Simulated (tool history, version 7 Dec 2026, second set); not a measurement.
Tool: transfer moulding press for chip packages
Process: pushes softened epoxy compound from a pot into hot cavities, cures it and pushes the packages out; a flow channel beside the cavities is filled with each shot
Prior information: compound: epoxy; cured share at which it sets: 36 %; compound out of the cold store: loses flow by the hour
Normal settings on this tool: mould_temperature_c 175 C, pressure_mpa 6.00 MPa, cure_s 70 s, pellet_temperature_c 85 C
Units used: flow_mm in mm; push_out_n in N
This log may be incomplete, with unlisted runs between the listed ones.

run,day,mould_temperature_c,pressure_mpa,cure_s,pellet_temperature_c,incoming compound's hours out of the cold store,flow_mm,push_out_n
1,0.000,175,6.00,70,85,31.5,674,449
2,0.250,175,6.00,70,85,16.5,696,473
3,0.533,175,6.00,70,85,28.8,675,470
4,0.833,175,6.00,70,85,22.0,684,505
# day 0.925: cavities cleaned with cleaning compound and waxed
5,1.279,175,5.96,70,85,31.9,661,614
6,1.679,175,5.11,70,81,12.3,657,640
# day 2.112: cavities cleaned with cleaning compound and waxed, once more
7,2.254,175,5.11,84,84,34.2,618,233

Run 8 is up next; what results do you expect?
8,2.762,175,6.44,70,93,38.0,?,?

For run 8 the tool returned flow_mm 682 mm, push_out_n 347 N.
With no hidden state in the tool, this same run would have given flow_mm 691 mm, push_out_n 264 N.
